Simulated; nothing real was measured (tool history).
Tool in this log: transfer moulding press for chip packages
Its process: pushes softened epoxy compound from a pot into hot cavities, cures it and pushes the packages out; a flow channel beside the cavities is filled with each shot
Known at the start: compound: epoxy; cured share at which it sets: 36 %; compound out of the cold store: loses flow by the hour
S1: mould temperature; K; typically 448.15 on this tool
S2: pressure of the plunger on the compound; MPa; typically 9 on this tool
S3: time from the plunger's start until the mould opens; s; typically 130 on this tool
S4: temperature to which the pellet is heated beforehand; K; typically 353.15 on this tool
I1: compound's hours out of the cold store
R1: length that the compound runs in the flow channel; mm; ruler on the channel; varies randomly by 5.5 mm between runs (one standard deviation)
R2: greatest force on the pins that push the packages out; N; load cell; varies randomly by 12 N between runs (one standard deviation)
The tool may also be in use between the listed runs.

run 1 hour=0 | S1=448.15 S2=9 S3=130 S4=353.15 | I1=39.4 | R1=913 R2=1047
-- hour=8.8 cavities cleaned with cleaning compound and waxed
run 2 hour=9.5 | S1=448.15 S2=9 S3=130 S4=353.15 | I1=12.4 | R1=991 R2=1324
run 3 hour=15.5 | S1=448.15 S2=9 S3=130 S4=353.15 | I1=26.5 | R1=952 R2=1281
run 4 hour=25.3 | S1=448.15 S2=9 S3=130 S4=353.15 | I1=41.4 | R1=905 R2=1272
run 5 hour=31 | S1=448.15 S2=9 S3=130 S4=353.15 | I1=32.8 | R1=936 R2=1244
-- hour=38.9 cavities cleaned with cleaning compound and waxed, once more
run 6 hour=45.8 | S1=448.15 S2=9 S3=130 S4=353.15 | I1=30.7 | R1=933 R2=667
run 7 hour=53.1 | S1=448.15 S2=9 S3=130 S4=353.15 | I1=33.7 | R1=922 R2=731
run 8 hour=59 | S1=448.15 S2=9 S3=130 S4=353.15 | I1=8.2 | R1=990 R2=825
run 9 hour=65.6 | S1=448.15 S2=9 S3=130 S4=353.15 | I1=27.4 | R1=942 R2=866
run 10 hour=72.5 | S1=448.15 S2=9 S3=130 S4=353.15 | I1=12.8 | R1=976 R2=906
run 11 hour=85.8 | S1=449.15 S2=9 S3=130 S4=353.15 | I1=39.2 | R1=901 R2=910
run 12 hour=97.5 | S1=448.15 S2=9 S3=130 S4=353.15 | I1=22.8 | R1=953 R2=990
run 13 hour=108.8 | S1=448.15 S2=9 S3=130 S4=353.15 | I1=37.6 | R1=928 R2=1043
run 14 hour=117 | S1=448.15 S2=9 S3=130 S4=353.15 | I1=22.3 | R1=945 R2=1060
run 15 hour=123.6 | S1=448.15 S2=9.34 S3=130 S4=353.15 | I1=32 | R1=933 R2=1080
run 16 hour=133.2 | S1=445.15 S2=8 S3=130 S4=355.15 | I1=43.4 | R1=844 R2=1285
run 17 hour=140.3 | S1=445.15 S2=10.23 S3=117 S4=348.15 | I1=13 | R1=1041 R2=1751
-- hour=142.9 cavities cleaned with cleaning compound and waxed
run 18 hour=152.7 | S1=445.15 S2=10.23 S3=117 S4=348.15 | I1=15.4 | R1=1038 R2=1052
run 19 hour=162.6 | S1=445.15 S2=10.23 S3=117 S4=348.15 | I1=37.5 | R1=971 R2=1174
run 20 hour=173.7 | S1=448.15 S2=9 S3=130 S4=344.15 | I1=29.5 | R1=931 R2=928
run 21 hour=186.8 | S1=448.15 S2=9 S3=118 S4=344.15 | I1=35.8 | R1=904 R2=1138
run 22 hour=194.4 | S1=448.15 S2=9 S3=118 S4=344.15 | I1=12.4 | R1=966 R2=1203
run 23 hour=202.6 | S1=448.15 S2=9 S3=118 S4=344.15 | I1=10.8 | R1=966 R2=1251
run 24 hour=215.8 | S1=444.15 S2=7.52 S3=111 S4=353.15 | I1=21.9 | R1=872 R2=1944
run 25 hour=226 | S1=448.15 S2=7.22 S3=130 S4=360.15 | I1=29.3 | R1=814 R2=1074
run 26 hour=239.2 | S1=453.15 S2=10.65 S3=128 S4=346.15 | I1=47.4 | R1=936 R2=934
-- hour=247.2 cavities cleaned with cleaning compound and waxed
run 27 hour=251.1 | S1=453.15 S2=10.54 S3=132 S4=346.15 | I1=43.9 | R1=935 R2=485
run 28 hour=260.2 | S1=448.15 S2=7.57 S3=130 S4=353.15 | I1=18.5 | R1=863 R2=723

5 ways to go on from here, each from the tool as it stands after run 28. What would each give?
run A hour=267.3 | S1=443.15 S2=9 S3=157 S4=353.15 | I1=44.1 | R1=? R2=?
run B hour=267.3 | S1=449.15 S2=9.41 S3=130 S4=353.15 | I1=20.3 | R1=? R2=?
run C hour=267.3 | S1=448.15 S2=7.57 S3=119 S4=353.15 | I1=12.9 | R1=? R2=?
run D hour=267.3 | S1=448.15 S2=9 S3=133 S4=353.15 | I1=41 | R1=? R2=?
run E hour=267.3 | S1=448.15 S2=9 S3=130 S4=359.15 | I1=21.5 | R1=? R2=?

run=A R1=896 R2=730
run=B R1=953 R2=736
run=C R1=880 R2=927
run=D R1=886 R2=713
run=E R1=925 R2=778
Had the tool no hidden state, the same runs would have come out as:
run=A R1=934 R2=527
run=B R1=993 R2=535
run=C R1=917 R2=676
run=D R1=924 R2=517
run=E R1=964 R2=565
